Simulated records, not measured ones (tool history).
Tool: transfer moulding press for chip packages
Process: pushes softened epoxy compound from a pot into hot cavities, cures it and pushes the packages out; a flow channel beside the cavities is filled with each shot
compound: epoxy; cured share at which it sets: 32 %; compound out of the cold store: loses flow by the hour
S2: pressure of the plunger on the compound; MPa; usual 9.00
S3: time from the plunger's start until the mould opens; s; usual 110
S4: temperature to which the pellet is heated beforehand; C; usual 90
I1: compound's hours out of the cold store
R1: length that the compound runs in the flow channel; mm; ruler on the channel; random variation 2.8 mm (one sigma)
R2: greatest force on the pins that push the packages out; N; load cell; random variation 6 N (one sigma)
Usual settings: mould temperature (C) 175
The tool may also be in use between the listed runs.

Run 1, hour 0.0: usual settings; I1 32.2. Result: R1 939 mm, R2 376 N.
Run 2, hour 9.4: usual settings; I1 17.6. Result: R1 1002 mm, R2 417 N.
Run 3, hour 18.9: usual settings; I1 27.3. Result: R1 954 mm, R2 413 N.
Run 4, hour 32.9: usual settings; I1 11.4. Result: R1 1038 mm, R2 427 N.
Run 5, hour 38.8: usual settings; I1 43.2. Result: R1 879 mm, R2 423 N.
At hour 45.2: cavities cleaned with cleaning compound and waxed.
Run 6, hour 50.1: usual settings; I1 8.1. Result: R1 1053 mm, R2 257 N.
Run 7, hour 56.7: usual settings but mould temperature (C) 176; I1 41.3. Result: R1 886 mm, R2 283 N.
Run 8, hour 67.3: usual settings but mould temperature (C) 176; I1 43.1. Result: R1 876 mm, R2 336 N.
Run 9, hour 75.4: usual settings but mould temperature (C) 176; I1 8.0. Result: R1 1044 mm, R2 357 N.
Run 10, hour 84.7: usual settings but mould temperature (C) 173, S2 6.97 MPa, S3 94 s, S4 99 C; I1 15.9. Result: R1 889 mm, R2 505 N.
Run 11, hour 93.1: usual settings but mould temperature (C) 173, S2 6.97 MPa, S3 135 s, S4 84 C; I1 16.2. Result: R1 887 mm, R2 379 N.
Run 12, hour 102.9: usual settings but mould temperature (C) 173, S2 6.97 MPa, S3 135 s, S4 84 C; I1 30.0. Result: R1 828 mm, R2 382 N.
Run 13, hour 115.7: usual settings but mould temperature (C) 173, S2 6.97 MPa, S3 100 s, S4 85 C; I1 40.2. Result: R1 785 mm, R2 496 N.
At hour 126.2: cavities cleaned with cleaning compound and waxed.
Run 14, hour 126.2: usual settings but S2 6.90 MPa, S3 125 s; I1 47.8. Result: R1 742 mm, R2 196 N.
Run 15, hour 132.2: usual settings but S2 6.90 MPa, S3 125 s; I1 31.3. Result: R1 812 mm, R2 246 N.

4 ways to go on from here, each from the tool as it stands after run 15. What would each give?
Run A, hour 138.1: usual settings but S3 94 s; I1 43.1. Result: R1 ?, R2 ?.
Run B, hour 138.1: usual settings but mould temperature (C) 171; I1 20.3. Result: R1 ?, R2 ?.
Run C, hour 138.1: usual settings but mould temperature (C) 178, S2 6.90 MPa, S3 125 s; I1 43.0. Result: R1 ?, R2 ?.
Run D, hour 138.1: usual settings but mould temperature (C) 176, S2 8.35 MPa; I1 45.4. Result: R1 ?, R2 ?.

run   R1   R2
  A  869  328
  B  986  333
  C  758  259
  D  824  289
Without the tool's hidden state the same runs would have given:
run    R1   R2
  A   908  256
  B  1031  259
  C   792  195
  D   861  220
